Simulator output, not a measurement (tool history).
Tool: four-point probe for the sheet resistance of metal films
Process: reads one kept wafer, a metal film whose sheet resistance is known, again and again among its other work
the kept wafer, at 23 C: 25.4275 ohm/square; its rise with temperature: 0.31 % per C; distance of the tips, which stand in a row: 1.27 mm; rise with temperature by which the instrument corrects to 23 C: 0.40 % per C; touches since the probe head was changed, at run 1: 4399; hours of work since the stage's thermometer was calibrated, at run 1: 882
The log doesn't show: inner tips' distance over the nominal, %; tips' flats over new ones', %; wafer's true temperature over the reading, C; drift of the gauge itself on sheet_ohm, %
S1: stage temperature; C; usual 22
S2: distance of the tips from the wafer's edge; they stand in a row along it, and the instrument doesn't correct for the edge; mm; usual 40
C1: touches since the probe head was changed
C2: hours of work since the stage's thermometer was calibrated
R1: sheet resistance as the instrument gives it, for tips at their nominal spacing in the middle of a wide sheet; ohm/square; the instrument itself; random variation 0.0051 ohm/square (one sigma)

run   hour  S1  S2     C1   C2         R1
  1    0.0  22  40   4399  882  25.308821
  2    9.8  29  40   4758  888  25.152771
  3   21.3  33  40   5176  894  25.053525
  4   34.9  33  40   5671  902  25.059564
  5   42.5  33  40   5950  907  25.044350
  6   55.7  22  14   6432  915  25.419809
  7   64.6  22  14   6755  920  25.412800
  8   80.3  22  14   7329  929  25.408348
  9   94.1  22  14   7832  937  25.406625
 10  101.9  22  14   8114  942  25.418242
 11  110.5  22  14   8430  947  25.408502
     112.0  -- stage's thermometer calibrated
 12  119.4  22  13   8733    4  25.413248
 13  133.1  22  11   9233   12  25.471618
 14  146.5  22  11   9722   20  25.469717
 15  161.4  24  17  10265   29  25.317627
 16  173.6  18  11  10712   36  25.573920
 17  185.8  25  19  11156   44  25.274084
     195.6  -- stage's thermometer calibrated, once more
 18  198.4  30  37  11596    2  25.150037

4 ways to go on from here, each from the tool as it stands after run 18. What would each give?
  A  207.9  34  40  11943   7   ?
  B  207.9  20   7  11943   7   ?
  C  207.9  28   9  11943   7   ?
  D  207.9  31  37  11943   7   ?

run         R1
  A  25.064394
  B  25.802911
  C  25.445116
  D  25.134291
Without the tool's hidden state the same runs would have given:
run         R1
  A  25.193840
  B  25.935932
  C  25.576400
  D  25.264085

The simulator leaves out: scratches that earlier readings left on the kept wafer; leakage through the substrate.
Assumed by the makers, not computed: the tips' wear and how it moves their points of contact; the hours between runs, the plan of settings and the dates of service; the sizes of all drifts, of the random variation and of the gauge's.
